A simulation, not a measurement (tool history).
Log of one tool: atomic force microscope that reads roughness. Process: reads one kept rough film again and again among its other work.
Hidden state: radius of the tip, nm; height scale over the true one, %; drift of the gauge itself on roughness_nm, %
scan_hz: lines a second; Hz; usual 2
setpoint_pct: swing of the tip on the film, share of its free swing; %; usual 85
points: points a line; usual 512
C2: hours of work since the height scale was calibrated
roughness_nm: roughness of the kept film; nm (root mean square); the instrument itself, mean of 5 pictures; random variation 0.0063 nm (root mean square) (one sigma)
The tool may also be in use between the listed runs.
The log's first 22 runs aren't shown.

{"hour": 1092.6, "done": "new tip fitted"}
{"hour": 1134.1, "done": "new tip fitted"}
{"run": 23, "hour": 1157.8, "scan_hz": 0.87, "setpoint_pct": 85, "points": 512, "pictures with this tip": 38, "C2": 982, "roughness_nm": 1.164}
{"hour": 1174.1, "done": "new tip fitted"}
{"run": 24, "hour": 1197.5, "scan_hz": 2.18, "setpoint_pct": 85, "points": 512, "pictures with this tip": 38, "C2": 1003, "roughness_nm": 0.97}
{"hour": 1202.7, "done": "height scale calibrated on a step standard"}
{"hour": 1216.7, "done": "new tip fitted"}
{"run": 25, "hour": 1244.3, "scan_hz": 1.85, "setpoint_pct": 58, "points": 512, "pictures with this tip": 44, "C2": 21, "roughness_nm": 1.183}
{"hour": 1258.5, "done": "new tip fitted"}
{"run": 26, "hour": 1287.2, "scan_hz": 1.85, "setpoint_pct": 58, "points": 512, "pictures with this tip": 46, "C2": 44, "roughness_nm": 1.175}
{"hour": 1298.5, "done": "new tip fitted"}
{"hour": 1339.7, "done": "new tip fitted"}
{"run": 27, "hour": 1352.0, "scan_hz": 0.82, "setpoint_pct": 62, "points": 512, "pictures with this tip": 19, "C2": 77, "roughness_nm": 1.317}
{"hour": 1380.9, "done": "new tip fitted"}
{"hour": 1421.6, "done": "new tip fitted"}
{"run": 28, "hour": 1421.6, "scan_hz": 0.94, "setpoint_pct": 76, "points": 420, "pictures with this tip": 0, "C2": 113, "roughness_nm": 1.392}
{"hour": 1462.0, "done": "new tip fitted"}
{"run": 29, "hour": 1498.2, "scan_hz": 2.26, "setpoint_pct": 55, "points": 257, "pictures with this tip": 58, "C2": 152, "roughness_nm": 1.128}
{"hour": 1503.4, "done": "new tip fitted"}
{"hour": 1546.6, "done": "new tip fitted"}
{"run": 30, "hour": 1557.0, "scan_hz": 2, "setpoint_pct": 56, "points": 457, "pictures with this tip": 16, "C2": 183, "roughness_nm": 1.319}
{"hour": 1572.6, "done": "height scale calibrated on a step standard, once more"}
{"hour": 1592.8, "done": "new tip fitted"}
{"run": 31, "hour": 1594.3, "scan_hz": 1.22, "setpoint_pct": 65, "points": 364, "pictures with this tip": 3, "C2": 11, "roughness_nm": 1.399}
{"run": 32, "hour": 1627.4, "scan_hz": 1.22, "setpoint_pct": 65, "points": 364, "pictures with this tip": 56, "C2": 28, "roughness_nm": 1.109}
{"hour": 1633.2, "done": "new tip fitted"}
{"hour": 1672.3, "done": "new tip fitted"}
{"run": 33, "hour": 1704.3, "scan_hz": 1.22, "setpoint_pct": 71, "points": 364, "pictures with this tip": 51, "C2": 68, "roughness_nm": 1.115}
{"hour": 1717.9, "done": "new tip fitted"}
{"run": 34, "hour": 1747.2, "scan_hz": 0.93, "setpoint_pct": 70, "points": 391, "pictures with this tip": 47, "C2": 90, "roughness_nm": 1.186}
{"hour": 1758.2, "done": "new tip fitted"}
{"hour": 1800.1, "done": "new tip fitted"}
{"run": 35, "hour": 1816.8, "scan_hz": 0.93, "setpoint_pct": 70, "points": 391, "pictures with this tip": 27, "C2": 126, "roughness_nm": 1.249}
{"hour": 1841.6, "done": "new tip fitted"}
{"run": 36, "hour": 1873.7, "scan_hz": 0.95, "setpoint_pct": 83, "points": 895, "pictures with this tip": 51, "C2": 155, "roughness_nm": 1.124}
{"hour": 1880.7, "done": "new tip fitted"}
{"hour": 1923.8, "done": "new tip fitted"}
{"run": 37, "hour": 1938.6, "scan_hz": 0.95, "setpoint_pct": 83, "points": 895, "pictures with this tip": 24, "C2": 189, "roughness_nm": 1.232}
{"hour": 1965.7, "done": "new tip fitted"}
{"hour": 2005.6, "done": "new tip fitted"}
{"run": 38, "hour": 2005.8, "scan_hz": 2, "setpoint_pct": 85, "points": 1007, "pictures with this tip": 0, "C2": 223, "roughness_nm": 1.207}
{"hour": 2046.8, "done": "new tip fitted"}
{"run": 39, "hour": 2047.3, "scan_hz": 1.75, "setpoint_pct": 85, "points": 1007, "pictures with this tip": 1, "C2": 245, "roughness_nm": 1.23}
{"hour": 2090.3, "done": "new tip fitted"}
{"run": 40, "hour": 2125.5, "scan_hz": 2.26, "setpoint_pct": 60, "points": 308, "pictures with this tip": 56, "C2": 285, "roughness_nm": 1.09}
{"hour": 2132.6, "done": "new tip fitted"}
{"hour": 2171.7, "done": "new tip fitted"}
{"run": 41, "hour": 2191.2, "scan_hz": 3.06, "setpoint_pct": 85, "points": 512, "pictures with this tip": 31, "C2": 319, "roughness_nm": 0.954}
{"hour": 2215.8, "done": "new tip fitted"}
{"run": 42, "hour": 2235.7, "scan_hz": 3.13, "setpoint_pct": 62, "points": 512, "pictures with this tip": 31, "C2": 342, "roughness_nm": 1.194}

Run 43 comes next. What will it give?
{"hour": 2255.6, "done": "new tip fitted"}
{"hour": 2294.9, "done": "new tip fitted"}
{"run": 43, "hour": 2294.9, "scan_hz": 3.13, "setpoint_pct": 62, "points": 464, "pictures with this tip": 0, "C2": 372, "roughness_nm": "?"}

Run 43 gave roughness_nm 1.37 nm (root mean square).
Without the tool's hidden state the same run would have given roughness_nm 1.381 nm (root mean square).
